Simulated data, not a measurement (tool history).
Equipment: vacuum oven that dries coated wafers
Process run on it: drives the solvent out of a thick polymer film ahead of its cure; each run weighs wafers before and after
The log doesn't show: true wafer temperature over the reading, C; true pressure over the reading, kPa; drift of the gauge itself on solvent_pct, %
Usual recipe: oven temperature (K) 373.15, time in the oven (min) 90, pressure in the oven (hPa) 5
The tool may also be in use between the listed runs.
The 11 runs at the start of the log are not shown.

run	hour	oven temperature (K)	time in the oven (min)	pressure in the oven (hPa)	hours of work since the thermocouples were calibrated	hours of work since the vacuum gauge was cleaned of residue	solvent left in the film (%)
12	429.8	366.15	90	5	828	1125	3.28
13	462.8	366.15	90	5	846	1143	3.35
14	496.3	366.15	73	5	864	1162	4.06
15	537.5	373.15	90	5	887	1184	1.84
16	594.1	373.15	90	5	918	1215	1.85
17	629.7	373.15	90	5	937	1235	1.82
18	677.2	373.15	90	5	964	1261	1.81
19	708.5	373.15	90	5	981	1278	1.84
20	737.5	382.15	90	5	997	1294	0.65
21	788	373.15	71	5	1024	1322	2.51
22	829.6	366.15	71	5	1047	1344	4.13
23	855.6	366.15	71	5	1061	1359	4.16
24	892.5	377.15	88	5	1081	1379	1.22
25	954.4	364.15	90	5	1115	1413	3.74
26	989.9	384.15	154	7.1	1135	1432	0.31
27	1027.6	384.15	154	7.1	1155	1453	0.29
28	1073.8	384.15	154	7.1	1181	1478	0.31
29	1111.8	372.15	157	2.56	1202	1499	0.66
30	1165.3	373.15	90	4.71	1231	1528	1.77
31	1192.9	370.15	90	6.88	1246	1543	2.42
# hour 1254.1: oven's thermocouples calibrated
32	1254.2	374.15	54	9.91	0	1576	3.93

Run 33 is up next; what results do you expect?
33	1290	373.15	135	14.54	20	1595	?

Run 33 came out at solvent left in the film (%) 1.57.
Had the tool carried no hidden state, the very same run would have given solvent left in the film (%) 1.39.
